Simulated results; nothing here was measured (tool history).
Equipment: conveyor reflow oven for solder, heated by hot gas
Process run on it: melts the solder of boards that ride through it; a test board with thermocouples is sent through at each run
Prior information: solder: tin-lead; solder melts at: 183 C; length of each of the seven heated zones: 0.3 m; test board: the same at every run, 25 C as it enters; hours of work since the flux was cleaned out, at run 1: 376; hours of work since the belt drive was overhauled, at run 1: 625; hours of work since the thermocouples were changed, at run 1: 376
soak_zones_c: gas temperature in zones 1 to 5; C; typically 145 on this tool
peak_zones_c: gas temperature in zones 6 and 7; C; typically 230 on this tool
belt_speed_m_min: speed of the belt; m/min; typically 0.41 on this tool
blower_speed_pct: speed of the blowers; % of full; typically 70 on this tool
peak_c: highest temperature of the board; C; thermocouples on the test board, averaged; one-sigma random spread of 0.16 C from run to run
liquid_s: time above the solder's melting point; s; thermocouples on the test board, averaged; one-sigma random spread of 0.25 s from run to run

| run | day | soak_zones_c | peak_zones_c | belt_speed_m_min | blower_speed_pct | hours of work since the flux was cleaned out | hours of work since the belt drive was overhauled | hours of work since the thermocouples were changed | peak_c | liquid_s |
|---|---|---|---|---|---|---|---|---|---|---|
| 1 | 0 | 145 | 230 | 0.41 | 70 | 376 | 625 | 376 | 216.2 | 68.6 |
| 2 | 0.925 | 145 | 230 | 0.41 | 70 | 393 | 642 | 393 | 216.6 | 68 |
| 3 | 1.396 | 145 | 230 | 0.41 | 70 | 402 | 651 | 402 | 216.4 | 68.4 |
| 4 | 1.875 | 145 | 230 | 0.41 | 78 | 412 | 660 | 412 | 218.1 | 70.3 |
| 5 | 2.925 | 145 | 230 | 0.41 | 78 | 432 | 680 | 432 | 218.2 | 70.3 |
| 6 | 3.517 | 145 | 243 | 0.41 | 70 | 443 | 691 | 443 | 228.1 | 77 |
| 7 | 3.967 | 145 | 230 | 0.41 | 70 | 451 | 700 | 451 | 216.4 | 68.3 |
| 8 | 4.758 | 145 | 230 | 0.41 | 70 | 466 | 715 | 466 | 216.5 | 68.2 |
| 9 | 5.262 | 145 | 230 | 0.41 | 70 | 476 | 725 | 476 | 216.1 | 68.5 |
|  | 5.971 | flux residue cleaned out of gas plates and filters |
| 10 | 6.121 | 138 | 241 | 0.361 | 55 | 3 | 737 | 488 | 224.2 | 81.3 |
| 11 | 6.55 | 138 | 241 | 0.361 | 55 | 11 | 745 | 496 | 224.3 | 81.5 |
| 12 | 7.092 | 138 | 241 | 0.361 | 55 | 21 | 755 | 507 | 224.4 | 81.4 |
| 13 | 7.858 | 154 | 234 | 0.353 | 54 | 36 | 770 | 521 | 221.1 | 89.3 |
| 14 | 8.592 | 154 | 234 | 0.353 | 54 | 50 | 784 | 535 | 221 | 88.7 |
| 15 | 9.362 | 145 | 228 | 0.41 | 74 | 64 | 799 | 550 | 215.7 | 68.2 |
| 16 | 10.379 | 131 | 228 | 0.41 | 74 | 84 | 818 | 569 | 213.4 | 60.4 |
| 17 | 11.325 | 145 | 232 | 0.41 | 90 | 102 | 836 | 587 | 222.1 | 73.9 |

For each entry between runs, how does the tool's hidden state at the last listed run before it compare with that at the first listed run after it?
Run 9 -> run 10: flux residue cleaned out of gas plates and filters (day 5.971)
  heat that the gas passes to the board, % of a clean oven's: 99.3 -> 99.9
